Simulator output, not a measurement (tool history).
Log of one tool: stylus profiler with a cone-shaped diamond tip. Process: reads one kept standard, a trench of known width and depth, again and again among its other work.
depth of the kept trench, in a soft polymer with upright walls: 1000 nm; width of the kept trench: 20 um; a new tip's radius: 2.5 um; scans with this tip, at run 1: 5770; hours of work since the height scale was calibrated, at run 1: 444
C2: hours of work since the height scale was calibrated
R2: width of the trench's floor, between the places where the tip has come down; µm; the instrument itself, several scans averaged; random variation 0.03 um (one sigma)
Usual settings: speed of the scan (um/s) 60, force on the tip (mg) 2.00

{"run": 1, "hour": 0.0, "speed of the scan (um/s)": 60, "force on the tip (mg)": 2.0, "scans with this tip": 5770, "C2": 444, "depth of the trench (nm)": 1013.41, "R2": 14.88}
{"run": 2, "hour": 53.1, "speed of the scan (um/s)": 60, "force on the tip (mg)": 2.0, "scans with this tip": 6138, "C2": 473, "depth of the trench (nm)": 1013.25, "R2": 14.83}
{"run": 3, "hour": 107.3, "speed of the scan (um/s)": 94, "force on the tip (mg)": 2.0, "scans with this tip": 6515, "C2": 502, "depth of the trench (nm)": 1013.52, "R2": 14.62}
{"run": 4, "hour": 186.5, "speed of the scan (um/s)": 94, "force on the tip (mg)": 2.0, "scans with this tip": 7065, "C2": 544, "depth of the trench (nm)": 1013.76, "R2": 14.56}
{"run": 5, "hour": 273.3, "speed of the scan (um/s)": 94, "force on the tip (mg)": 2.0, "scans with this tip": 7667, "C2": 590, "depth of the trench (nm)": 1013.96, "R2": 14.5}
{"run": 6, "hour": 318.1, "speed of the scan (um/s)": 94, "force on the tip (mg)": 2.0, "scans with this tip": 7978, "C2": 614, "depth of the trench (nm)": 1013.8, "R2": 14.44}
{"run": 7, "hour": 368.7, "speed of the scan (um/s)": 60, "force on the tip (mg)": 2.0, "scans with this tip": 8329, "C2": 641, "depth of the trench (nm)": 1014.64, "R2": 14.52}
{"run": 8, "hour": 429.9, "speed of the scan (um/s)": 60, "force on the tip (mg)": 1.49, "scans with this tip": 8754, "C2": 674, "depth of the trench (nm)": 1012.87, "R2": 14.44}
{"hour": 435.4, "done": "height scale calibrated on a step standard"}
{"run": 9, "hour": 485.9, "speed of the scan (um/s)": 60, "force on the tip (mg)": 1.49, "scans with this tip": 9139, "C2": 27, "depth of the trench (nm)": 1013.49, "R2": 14.38}
{"run": 10, "hour": 575.7, "speed of the scan (um/s)": 106, "force on the tip (mg)": 2.0, "scans with this tip": 9762, "C2": 75, "depth of the trench (nm)": 1015.82, "R2": 14.15}
{"hour": 622.3, "done": "height scale calibrated on a step standard, once more"}
{"run": 11, "hour": 650.4, "speed of the scan (um/s)": 60, "force on the tip (mg)": 2.0, "scans with this tip": 10277, "C2": 15, "depth of the trench (nm)": 1010.32, "R2": 14.24}
{"run": 12, "hour": 701.5, "speed of the scan (um/s)": 60, "force on the tip (mg)": 2.0, "scans with this tip": 10632, "C2": 42, "depth of the trench (nm)": 1011.03, "R2": 14.19}
{"run": 13, "hour": 783.7, "speed of the scan (um/s)": 194, "force on the tip (mg)": 2.0, "scans with this tip": 11202, "C2": 86, "depth of the trench (nm)": 1010.77, "R2": 13.64}
{"run": 14, "hour": 839.4, "speed of the scan (um/s)": 90, "force on the tip (mg)": 2.63, "scans with this tip": 11589, "C2": 116, "depth of the trench (nm)": 1012.65, "R2": 14.04}
{"run": 15, "hour": 908.9, "speed of the scan (um/s)": 183, "force on the tip (mg)": 3.53, "scans with this tip": 12071, "C2": 153, "depth of the trench (nm)": 1016.11, "R2": 13.73}
{"run": 16, "hour": 980.8, "speed of the scan (um/s)": 183, "force on the tip (mg)": 3.53, "scans with this tip": 12570, "C2": 192, "depth of the trench (nm)": 1016.32, "R2": 13.66}
{"run": 17, "hour": 1056.0, "speed of the scan (um/s)": 17, "force on the tip (mg)": 2.0, "scans with this tip": 13092, "C2": 232, "depth of the trench (nm)": 1011.71, "R2": 14.09}
{"run": 18, "hour": 1145.8, "speed of the scan (um/s)": 60, "force on the tip (mg)": 4.43, "scans with this tip": 13715, "C2": 280, "depth of the trench (nm)": 1019.5, "R2": 13.95}
{"run": 19, "hour": 1215.1, "speed of the scan (um/s)": 60, "force on the tip (mg)": 4.43, "scans with this tip": 14196, "C2": 317, "depth of the trench (nm)": 1020.02, "R2": 13.9}
{"run": 20, "hour": 1262.6, "speed of the scan (um/s)": 230, "force on the tip (mg)": 1.29, "scans with this tip": 14525, "C2": 342, "depth of the trench (nm)": 1009.56, "R2": 12.81}
{"run": 21, "hour": 1351.1, "speed of the scan (um/s)": 102, "force on the tip (mg)": 2.5, "scans with this tip": 15140, "C2": 389, "depth of the trench (nm)": 1014.51, "R2": 13.58}
{"run": 22, "hour": 1406.1, "speed of the scan (um/s)": 102, "force on the tip (mg)": 2.5, "scans with this tip": 15521, "C2": 419, "depth of the trench (nm)": 1013.96, "R2": 13.51}
{"run": 23, "hour": 1493.1, "speed of the scan (um/s)": 83, "force on the tip (mg)": 1.57, "scans with this tip": 16125, "C2": 465, "depth of the trench (nm)": 1011.13, "R2": 13.39}
{"run": 24, "hour": 1557.1, "speed of the scan (um/s)": 20, "force on the tip (mg)": 1.61, "scans with this tip": 16569, "C2": 499, "depth of the trench (nm)": 1011.33, "R2": 13.71}
{"run": 25, "hour": 1622.2, "speed of the scan (um/s)": 20, "force on the tip (mg)": 1.61, "scans with this tip": 17021, "C2": 534, "depth of the trench (nm)": 1011.76, "R2": 13.66}
{"run": 26, "hour": 1702.5, "speed of the scan (um/s)": 19, "force on the tip (mg)": 3.05, "scans with this tip": 17578, "C2": 577, "depth of the trench (nm)": 1016.57, "R2": 13.58}

4 ways to go on from here, each from the tool as it stands after run 26. What would each give?
{"run": "A", "hour": 1786.8, "speed of the scan (um/s)": 19, "force on the tip (mg)": 4.35, "scans with this tip": 18163, "C2": 622, "depth of the trench (nm)": "?", "R2": "?"}
{"run": "B", "hour": 1786.8, "speed of the scan (um/s)": 46, "force on the tip (mg)": 5.35, "scans with this tip": 18163, "C2": 622, "depth of the trench (nm)": "?", "R2": "?"}
{"run": "C", "hour": 1786.8, "speed of the scan (um/s)": 211, "force on the tip (mg)": 2.0, "scans with this tip": 18163, "C2": 622, "depth of the trench (nm)": "?", "R2": "?"}
{"run": "D", "hour": 1786.8, "speed of the scan (um/s)": 16, "force on the tip (mg)": 1.77, "scans with this tip": 18163, "C2": 622, "depth of the trench (nm)": "?", "R2": "?"}

run=A depth_of_the_trench_(nm)=1020.56 R2=13.55
run=B depth_of_the_trench_(nm)=1023.18 R2=13.46
run=C depth_of_the_trench_(nm)=1013.71 R2=12.74
run=D depth_of_the_trench_(nm)=1012.47 R2=13.55
Without the tool's hidden state the same runs would have given:
run=A depth_of_the_trench_(nm)=1017.71 R2=15.96
run=B depth_of_the_trench_(nm)=1020.32 R2=15.87
run=C depth_of_the_trench_(nm)=1010.88 R2=15.14
run=D depth_of_the_trench_(nm)=1009.64 R2=15.95

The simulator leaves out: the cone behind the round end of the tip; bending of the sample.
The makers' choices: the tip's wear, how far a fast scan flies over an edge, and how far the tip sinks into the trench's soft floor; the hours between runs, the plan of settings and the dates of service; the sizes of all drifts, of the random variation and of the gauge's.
